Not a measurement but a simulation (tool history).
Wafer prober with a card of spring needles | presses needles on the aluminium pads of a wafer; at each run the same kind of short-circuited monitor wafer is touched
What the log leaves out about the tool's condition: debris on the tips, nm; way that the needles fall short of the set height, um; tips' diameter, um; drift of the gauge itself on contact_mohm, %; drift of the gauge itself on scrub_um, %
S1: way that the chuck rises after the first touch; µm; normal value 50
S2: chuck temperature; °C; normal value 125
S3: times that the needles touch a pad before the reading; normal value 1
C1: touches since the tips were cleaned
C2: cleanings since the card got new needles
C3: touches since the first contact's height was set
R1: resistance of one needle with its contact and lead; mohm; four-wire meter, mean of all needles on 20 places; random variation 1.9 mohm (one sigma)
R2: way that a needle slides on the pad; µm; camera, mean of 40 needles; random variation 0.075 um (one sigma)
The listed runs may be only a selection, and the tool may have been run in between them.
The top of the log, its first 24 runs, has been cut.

At day 6.592: tips cleaned on abrasive film.
Run 25, day 6.771: usual settings but S1 40 µm, S2 90 °C; C1 1530; C2 35; C3 16867. Result: R1 269 mohm, R2 8.57 µm.
At day 6.871: tips cleaned on abrasive film.
Run 26, day 7.117: usual settings but S2 86 °C, S3 2; C1 2106; C2 36; C3 19795. Result: R1 227 mohm, R2 10.87 µm.
At day 7.167: tips cleaned on abrasive film.
At day 7.446: tips cleaned on abrasive film.
Run 27, day 7.446: usual settings but S1 36 µm, S2 84 °C; C1 10; C2 38; C3 22538. Result: R1 214 mohm, R2 7.81 µm.
Run 28, day 7.712: usual settings but S2 47 °C; C1 2271; C2 38; C3 24799. Result: R1 248 mohm, R2 10.86 µm.
At day 7.742: tips cleaned on abrasive film.
Run 29, day 7.992: usual settings; C1 2122; C2 39; C3 27142. Result: R1 255 mohm, R2 10.81 µm.
At day 8.042: tips cleaned on abrasive film.
Run 30, day 8.262: usual settings but S1 55 µm, S2 30 °C; C1 1869; C2 40; C3 29428. Result: R1 226 mohm, R2 11.9 µm.
At day 8.329: tips cleaned on abrasive film.
At day 8.608: tips cleaned on abrasive film.
Run 31, day 8.625: usual settings but S1 43 µm, S2 116 °C; C1 159; C2 42; C3 32475. Result: R1 217 mohm, R2 9.22 µm.
At day 8.888: tips cleaned on abrasive film.
Run 32, day 8.896: usual settings but S1 59 µm, S2 116 °C; C1 58; C2 43; C3 34747. Result: R1 198 mohm, R2 12.75 µm.

Branching from run 32: 4 alternative next runs. What would each branch give?
Run A, day 9.138: usual settings but S1 59 µm, S2 116 °C, S3 2; C1 2115; C2 43; C3 36804. Result: R1 ?, R2 ?.
Run B, day 9.138: usual settings but S1 34 µm, S2 53 °C, S3 2; C1 2115; C2 43; C3 36804. Result: R1 ?, R2 ?.
Run C, day 9.138: usual settings but S1 49 µm, S2 89 °C; C1 2115; C2 43; C3 36804. Result: R1 ?, R2 ?.
Run D, day 9.138: usual settings but S1 59 µm, S2 53 °C; C1 2115; C2 43; C3 36804. Result: R1 ?, R2 ?.

run   R1     R2
  A  216  12.71
  B  281   7.33
  C  255  10.59
  D  225   12.7
With the hidden condition removed and each run's random variation left untouched, the same runs would have given:
run   R1     R2
  A  188  13.02
  B  191   7.64
  C  188  10.89
  D  174  12.99

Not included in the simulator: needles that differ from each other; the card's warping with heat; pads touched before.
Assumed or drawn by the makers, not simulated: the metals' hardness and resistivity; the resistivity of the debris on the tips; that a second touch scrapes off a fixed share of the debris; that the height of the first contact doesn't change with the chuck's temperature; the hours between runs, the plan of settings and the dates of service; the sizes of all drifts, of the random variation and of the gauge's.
